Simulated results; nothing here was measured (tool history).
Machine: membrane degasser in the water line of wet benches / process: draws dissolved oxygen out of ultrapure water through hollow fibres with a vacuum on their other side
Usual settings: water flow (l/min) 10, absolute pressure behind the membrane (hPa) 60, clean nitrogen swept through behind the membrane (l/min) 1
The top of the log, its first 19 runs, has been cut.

run,hour,water flow (l/min),absolute pressure behind the membrane (hPa),clean nitrogen swept through behind the membrane (l/min),hours since the membrane was changed,hours since the vacuum gauge was calibrated,hours since the vacuum lines were made tight,dissolved oxygen in the water behind the degasser (ppb),pressure that the water loses in the fibres (hPa)
20,2481.6,7,99.8,2.13,7268,4768,4926,67.4,295.9
21,2639,16,88.6,1.32,7425,4925,5083,422.6,673.8
22,2782.2,13,40.6,1.93,7568,5068,5227,165.2,549.4
23,2918.5,15,94.4,1,7705,5205,5363,424.1,629
24,3016.5,10,49.4,1,7803,5303,5461,100.7,417.9
25,3087.7,10,49.4,1,7874,5374,5532,101.5,421.2
26,3254,10,59.4,1,8040,5540,5698,126.9,417.5
# hour 3279.3: gauge calibrated
27,3333.8,10,59.4,1,8120,5620,5778,123.4,428.8
28,3496.3,10,59.4,1,8282,5783,5941,127.5,432.8
29,3665.9,10,51.3,2.81,8452,5952,6110,78.9,424.8
30,3749.7,9,40.1,0.8,8536,6036,6194,62.5,384.1
31,3901.2,14,40.1,1.73,8687,6188,6346,205.2,597.5
32,4019.1,14,40.1,1.73,8805,6305,6464,208.8,593.6

Below are 4 alternative next runs, each starting from the tool's condition after run 32. Predict each:
# hour 4036.2: seals of the vacuum lines changed
A,4116.2,14,112.3,1.02,8900,6400,80,?,?
# hour 4036.2: seals of the vacuum lines changed
B,4116.2,7,60,1.3,8900,6400,80,?,?
# hour 4036.2: seals of the vacuum lines changed
C,4116.2,10,60,1,8900,6400,80,?,?
# hour 4036.2: seals of the vacuum lines changed
D,4116.2,8,40.1,0.71,8900,6400,80,?,?

run,dissolved oxygen in the water behind the degasser (ppb),pressure that the water loses in the fibres (hPa)
A,420.6,597.4
B,50,298.4
C,127.4,426.2
D,46.5,340.6
Without the tool's unlogged condition, the same runs would have read:
run,dissolved oxygen in the water behind the degasser (ppb),pressure that the water loses in the fibres (hPa)
A,419.9,601
B,49.9,300.1
C,127.1,428.8
D,46.2,342.6

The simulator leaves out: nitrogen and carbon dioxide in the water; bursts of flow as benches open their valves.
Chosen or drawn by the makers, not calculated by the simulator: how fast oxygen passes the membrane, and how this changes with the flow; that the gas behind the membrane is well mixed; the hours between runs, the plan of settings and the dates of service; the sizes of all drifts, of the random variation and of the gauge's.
